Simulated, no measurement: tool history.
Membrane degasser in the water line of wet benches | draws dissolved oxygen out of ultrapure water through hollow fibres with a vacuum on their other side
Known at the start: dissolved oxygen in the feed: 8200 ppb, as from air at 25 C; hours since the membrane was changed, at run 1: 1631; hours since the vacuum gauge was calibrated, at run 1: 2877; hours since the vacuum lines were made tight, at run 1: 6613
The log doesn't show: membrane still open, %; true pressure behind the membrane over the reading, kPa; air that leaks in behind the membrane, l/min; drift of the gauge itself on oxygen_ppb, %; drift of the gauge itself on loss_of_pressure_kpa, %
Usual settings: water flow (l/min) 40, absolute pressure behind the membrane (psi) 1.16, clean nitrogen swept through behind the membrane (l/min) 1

run,hour,water flow (l/min),absolute pressure behind the membrane (psi),clean nitrogen swept through behind the membrane (l/min),hours since the membrane was changed,hours since the vacuum gauge was calibrated,hours since the vacuum lines were made tight,dissolved oxygen in the water behind the degasser (ppb),pressure that the water loses in the fibres (psi)
1,0,40,1.16,1,1631,2877,6613,612,9.507
2,42.9,40,1.16,0.73,1674,2920,6656,710,9.583
3,79.3,40,1.16,0.73,1711,2956,6692,694,9.596
4,120.2,40,1.16,0.73,1752,2997,6733,729.2,9.587
5,184.1,40,1.16,1.13,1815,3061,6797,592.8,9.567
6,235.7,40,1.16,1.13,1867,3112,6849,588.5,9.593
7,272.1,28,1.16,1.13,1903,3149,6885,366.7,6.749
8,328.4,40,0.88,1,1960,3205,6941,477.3,9.619
9,389.2,40,1.16,1,2020,3266,7002,628.8,9.53
10,446.1,40,1.168,1,2077,3323,7059,615.2,9.612
11,483.1,40,1.168,1,2114,3360,7096,636.1,9.577
12,537.8,33,1.16,1,2169,3415,7151,476,7.934
13,576.6,33,1.16,1,2208,3453,7190,484.3,7.906
14,643,33,1.16,1,2274,3520,7256,492.2,7.963
15,694.3,33,1.16,1,2326,3571,7307,481,8.031
16,744.9,29,1.16,1,2376,3622,7358,411.2,6.949
17,775.5,44,1.517,1.08,2407,3652,7389,846.9,10.554
18,815.2,44,1.517,1.08,2447,3692,7428,850.9,10.562
19,878.8,40,1.655,2.4,2510,3755,7492,554.3,9.584
20,938.2,40,1.655,2.4,2569,3815,7551,560.1,9.664
# hour 942.4: vacuum gauge calibrated
21,998.5,40,2.853,1,2629,56,7611,1364.2,9.68
22,1034.4,40,2.853,1,2665,92,7647,1387.1,9.661
23,1070,40,2.853,1,2701,128,7683,1351.7,9.622
# hour 1092.4: vacuum gauge calibrated, once more
24,1115,26,2.505,1.09,2745,23,7727,760.7,6.24
25,1181.6,46,2.587,0.49,2812,89,7794,2032.3,11.092
26,1232.7,46,2.587,0.49,2863,140,7845,2034.6,11.046
27,1264,40,1.16,2.03,2894,172,7876,465.8,9.678
28,1329.9,52,1.384,2.45,2960,238,7942,715.5,12.539
29,1378.6,52,1.384,2.45,3009,286,7991,712.5,12.501
30,1408.2,52,1.384,2.45,3038,316,8020,707.8,12.517
31,1450.3,47,1.282,2.45,3081,358,8062,605,11.285

How the hidden state differs across the entries between the runs, from the last listed run before each to the first after it:
Between runs 20 and 21: vacuum gauge calibrated (hour 942.4)
  true pressure behind the membrane over the reading, kPa: 0.03 -> 0.04; air that leaks in behind the membrane, l/min: 0.0282 -> 0.0284
  measured less the result without the state, dissolved oxygen in the water behind the degasser (ppb): +19.3 -> +19; pressure that the water loses in the fibres (psi): +0.165 -> +0.168
Between runs 23 and 24: vacuum gauge calibrated, once more (hour 1092.4)
  true pressure behind the membrane over the reading, kPa: 0.05 -> -0.01; air that leaks in behind the membrane, l/min: 0.0286 -> 0.0288
  measured less the result without the state, dissolved oxygen in the water behind the degasser (ppb): +19.1 -> +15.7; pressure that the water loses in the fibres (psi): +0.173 -> +0.113
